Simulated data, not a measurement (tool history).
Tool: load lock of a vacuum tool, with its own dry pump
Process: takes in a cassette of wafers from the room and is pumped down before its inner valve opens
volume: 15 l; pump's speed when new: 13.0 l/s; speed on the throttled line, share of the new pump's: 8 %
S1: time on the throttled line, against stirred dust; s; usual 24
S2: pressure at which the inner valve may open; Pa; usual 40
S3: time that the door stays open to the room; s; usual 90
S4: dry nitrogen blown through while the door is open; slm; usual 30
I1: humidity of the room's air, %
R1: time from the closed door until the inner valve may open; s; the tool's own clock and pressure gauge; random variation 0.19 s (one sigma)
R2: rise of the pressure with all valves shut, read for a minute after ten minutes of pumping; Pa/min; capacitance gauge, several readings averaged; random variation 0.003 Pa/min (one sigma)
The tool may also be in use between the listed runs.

{"run": 1, "hour": 0.0, "S1": 24, "S2": 40, "S3": 90, "S4": 30, "I1": 43.1, "R1": 31.5, "R2": 0.531}
{"run": 2, "hour": 78.4, "S1": 24, "S2": 40, "S3": 90, "S4": 30, "I1": 46.7, "R1": 31.6, "R2": 0.555}
{"run": 3, "hour": 143.6, "S1": 24, "S2": 40, "S3": 90, "S4": 30, "I1": 46.6, "R1": 31.4, "R2": 0.548}
{"run": 4, "hour": 216.3, "S1": 24, "S2": 40, "S3": 90, "S4": 30, "I1": 43.8, "R1": 31.3, "R2": 0.558}
{"run": 5, "hour": 267.3, "S1": 24, "S2": 40, "S3": 90, "S4": 30, "I1": 44.7, "R1": 31.4, "R2": 0.579}
{"run": 6, "hour": 349.8, "S1": 24, "S2": 40, "S3": 90, "S4": 30, "I1": 46, "R1": 31.2, "R2": 0.588}
{"run": 7, "hour": 422.9, "S1": 21, "S2": 40, "S3": 90, "S4": 30, "I1": 48.7, "R1": 28.4, "R2": 0.596}
{"run": 8, "hour": 522.3, "S1": 21, "S2": 40, "S3": 90, "S4": 30, "I1": 40.4, "R1": 28.6, "R2": 0.616}
{"run": 9, "hour": 619.1, "S1": 21, "S2": 40, "S3": 90, "S4": 30, "I1": 43.9, "R1": 28.4, "R2": 0.615}
{"run": 10, "hour": 679.2, "S1": 21, "S2": 40, "S3": 90, "S4": 30, "I1": 46.1, "R1": 28, "R2": 0.636}
{"run": 11, "hour": 723.0, "S1": 21, "S2": 40, "S3": 90, "S4": 30, "I1": 49.4, "R1": 28.6, "R2": 0.643}
{"run": 12, "hour": 775.5, "S1": 24, "S2": 40, "S3": 239, "S4": 30, "I1": 42, "R1": 31.3, "R2": 0.655}
{"hour": 852.6, "done": "door's seal changed, seat wiped"}
{"run": 13, "hour": 872.5, "S1": 24, "S2": 40, "S3": 145, "S4": 30, "I1": 47.3, "R1": 31.2, "R2": 0.044}
{"run": 14, "hour": 934.3, "S1": 24, "S2": 40, "S3": 90, "S4": 30, "I1": 45.7, "R1": 31.5, "R2": 0.039}
{"run": 15, "hour": 1023.5, "S1": 24, "S2": 40, "S3": 90, "S4": 30, "I1": 42.4, "R1": 31.3, "R2": 0.037}
{"run": 16, "hour": 1081.9, "S1": 21, "S2": 40, "S3": 90, "S4": 5, "I1": 40, "R1": 28.7, "R2": 0.059}
{"run": 17, "hour": 1177.2, "S1": 21, "S2": 40, "S3": 90, "S4": 5, "I1": 47.2, "R1": 28.9, "R2": 0.068}
{"run": 18, "hour": 1276.2, "S1": 38, "S2": 40, "S3": 90, "S4": 4, "I1": 44.5, "R1": 44.3, "R2": 0.069}
{"run": 19, "hour": 1355.9, "S1": 38, "S2": 40, "S3": 27, "S4": 4, "I1": 47.3, "R1": 43.8, "R2": 0.049}
{"run": 20, "hour": 1441.8, "S1": 38, "S2": 40, "S3": 27, "S4": 4, "I1": 43.2, "R1": 44.2, "R2": 0.057}
{"run": 21, "hour": 1488.6, "S1": 38, "S2": 40, "S3": 27, "S4": 4, "I1": 42.8, "R1": 44.2, "R2": 0.055}
{"run": 22, "hour": 1542.3, "S1": 24, "S2": 40, "S3": 188, "S4": 30, "I1": 47.2, "R1": 31.5, "R2": 0.072}
{"run": 23, "hour": 1597.8, "S1": 24, "S2": 40, "S3": 188, "S4": 30, "I1": 46.1, "R1": 31, "R2": 0.066}
{"run": 24, "hour": 1668.6, "S1": 27, "S2": 40, "S3": 38, "S4": 44, "I1": 42.4, "R1": 33.9, "R2": 0.048}
{"run": 25, "hour": 1754.7, "S1": 26, "S2": 40, "S3": 38, "S4": 6, "I1": 43, "R1": 33.4, "R2": 0.07}
{"run": 26, "hour": 1810.9, "S1": 26, "S2": 40, "S3": 38, "S4": 6, "I1": 44.7, "R1": 33.3, "R2": 0.069}
{"run": 27, "hour": 1887.5, "S1": 14, "S2": 40, "S3": 97, "S4": 10, "I1": 45.2, "R1": 23, "R2": 0.09}

Run 28 comes next. What will it give?
{"run": 28, "hour": 1955.8, "S1": 13, "S2": 40, "S3": 197, "S4": 30, "I1": 42.4, "R1": "?", "R2": "?"}

R1: 21.5 s
R2: 0.087 Pa/min
Without the tool's hidden state the same run would have given R1 21 s, R2 0.043 Pa/min.

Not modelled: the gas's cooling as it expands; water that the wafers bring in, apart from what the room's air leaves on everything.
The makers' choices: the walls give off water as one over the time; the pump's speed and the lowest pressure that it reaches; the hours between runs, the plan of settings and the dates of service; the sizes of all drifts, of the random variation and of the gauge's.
